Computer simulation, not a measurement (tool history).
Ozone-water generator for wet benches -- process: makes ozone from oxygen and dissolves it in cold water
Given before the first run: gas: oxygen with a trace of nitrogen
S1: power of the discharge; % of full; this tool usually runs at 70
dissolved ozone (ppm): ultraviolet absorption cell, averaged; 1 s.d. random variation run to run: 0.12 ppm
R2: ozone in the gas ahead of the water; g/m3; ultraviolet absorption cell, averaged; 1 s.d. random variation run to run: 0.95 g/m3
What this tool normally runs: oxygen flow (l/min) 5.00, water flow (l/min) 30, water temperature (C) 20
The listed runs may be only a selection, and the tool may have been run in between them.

{"run": 1, "hour": 0.0, "S1": 70, "oxygen flow (l/min)": 5.0, "water flow (l/min)": 30, "water temperature (C)": 20, "dissolved ozone (ppm)": 10.7, "R2": 144.9}
{"run": 2, "hour": 94.7, "S1": 70, "oxygen flow (l/min)": 5.0, "water flow (l/min)": 30, "water temperature (C)": 13, "dissolved ozone (ppm)": 11.4, "R2": 144.3}
{"run": 3, "hour": 221.3, "S1": 70, "oxygen flow (l/min)": 5.0, "water flow (l/min)": 30, "water temperature (C)": 19, "dissolved ozone (ppm)": 10.6, "R2": 144.0}
{"run": 4, "hour": 328.5, "S1": 48, "oxygen flow (l/min)": 5.0, "water flow (l/min)": 30, "water temperature (C)": 20, "dissolved ozone (ppm)": 8.5, "R2": 112.7}
{"run": 5, "hour": 404.0, "S1": 48, "oxygen flow (l/min)": 5.0, "water flow (l/min)": 30, "water temperature (C)": 20, "dissolved ozone (ppm)": 8.4, "R2": 111.4}
{"run": 6, "hour": 547.4, "S1": 48, "oxygen flow (l/min)": 5.0, "water flow (l/min)": 30, "water temperature (C)": 21, "dissolved ozone (ppm)": 8.4, "R2": 112.0}
{"run": 7, "hour": 692.1, "S1": 70, "oxygen flow (l/min)": 5.0, "water flow (l/min)": 43, "water temperature (C)": 20, "dissolved ozone (ppm)": 7.6, "R2": 141.8}
{"run": 8, "hour": 844.6, "S1": 73, "oxygen flow (l/min)": 5.0, "water flow (l/min)": 43, "water temperature (C)": 20, "dissolved ozone (ppm)": 7.7, "R2": 145.0}
{"run": 9, "hour": 977.8, "S1": 70, "oxygen flow (l/min)": 5.0, "water flow (l/min)": 30, "water temperature (C)": 20, "dissolved ozone (ppm)": 10.3, "R2": 141.1}
{"run": 10, "hour": 1080.9, "S1": 79, "oxygen flow (l/min)": 5.0, "water flow (l/min)": 30, "water temperature (C)": 20, "dissolved ozone (ppm)": 11.2, "R2": 150.9}
{"run": 11, "hour": 1151.4, "S1": 79, "oxygen flow (l/min)": 5.0, "water flow (l/min)": 30, "water temperature (C)": 20, "dissolved ozone (ppm)": 11.2, "R2": 151.5}
{"hour": 1212.3, "done": "contactor cleaned"}
{"run": 12, "hour": 1229.0, "S1": 79, "oxygen flow (l/min)": 5.0, "water flow (l/min)": 30, "water temperature (C)": 20, "dissolved ozone (ppm)": 11.2, "R2": 148.8}
{"run": 13, "hour": 1364.1, "S1": 79, "oxygen flow (l/min)": 5.0, "water flow (l/min)": 30, "water temperature (C)": 20, "dissolved ozone (ppm)": 10.9, "R2": 148.0}
{"run": 14, "hour": 1478.2, "S1": 79, "oxygen flow (l/min)": 5.0, "water flow (l/min)": 30, "water temperature (C)": 20, "dissolved ozone (ppm)": 11.0, "R2": 148.1}
{"run": 15, "hour": 1607.5, "S1": 84, "oxygen flow (l/min)": 8.2, "water flow (l/min)": 28, "water temperature (C)": 19, "dissolved ozone (ppm)": 11.8, "R2": 111.7}
{"hour": 1769.9, "done": "water thermometer calibrated"}
{"run": 16, "hour": 1771.6, "S1": 84, "oxygen flow (l/min)": 8.2, "water flow (l/min)": 28, "water temperature (C)": 19, "dissolved ozone (ppm)": 11.7, "R2": 110.0}
{"run": 17, "hour": 1847.9, "S1": 84, "oxygen flow (l/min)": 3.9, "water flow (l/min)": 24, "water temperature (C)": 12, "dissolved ozone (ppm)": 15.1, "R2": 178.0}
{"run": 18, "hour": 1991.3, "S1": 40, "oxygen flow (l/min)": 3.24, "water flow (l/min)": 19, "water temperature (C)": 22, "dissolved ozone (ppm)": 10.4, "R2": 129.5}
{"run": 19, "hour": 2070.6, "S1": 40, "oxygen flow (l/min)": 3.24, "water flow (l/min)": 19, "water temperature (C)": 22, "dissolved ozone (ppm)": 10.3, "R2": 127.4}
{"run": 20, "hour": 2193.9, "S1": 40, "oxygen flow (l/min)": 6.59, "water flow (l/min)": 19, "water temperature (C)": 24, "dissolved ozone (ppm)": 9.2, "R2": 80.6}
{"run": 21, "hour": 2287.5, "S1": 40, "oxygen flow (l/min)": 6.59, "water flow (l/min)": 19, "water temperature (C)": 24, "dissolved ozone (ppm)": 9.2, "R2": 80.1}

3 options for the next run, each taken on its own from the tool as it stands now. Forecast them:
{"run": "A", "hour": 2421.9, "S1": 66, "oxygen flow (l/min)": 6.59, "water flow (l/min)": 28, "water temperature (C)": 14, "dissolved ozone (ppm)": "?", "R2": "?"}
{"run": "B", "hour": 2421.9, "S1": 45, "oxygen flow (l/min)": 6.59, "water flow (l/min)": 40, "water temperature (C)": 27, "dissolved ozone (ppm)": "?", "R2": "?"}
{"run": "C", "hour": 2421.9, "S1": 45, "oxygen flow (l/min)": 3.01, "water flow (l/min)": 30, "water temperature (C)": 27, "dissolved ozone (ppm)": "?", "R2": "?"}

run=A dissolved_ozone_(ppm)=10.8 R2=106.8
run=B dissolved_ozone_(ppm)=5.5 R2=86.6
run=C dissolved_ozone_(ppm)=7.0 R2=143.4
With no hidden state in the tool, these same runs would have given:
run=A dissolved_ozone_(ppm)=13.1 R2=128.1
run=B dissolved_ozone_(ppm)=6.4 R2=99.1
run=C dissolved_ozone_(ppm)=8.1 R2=164.3
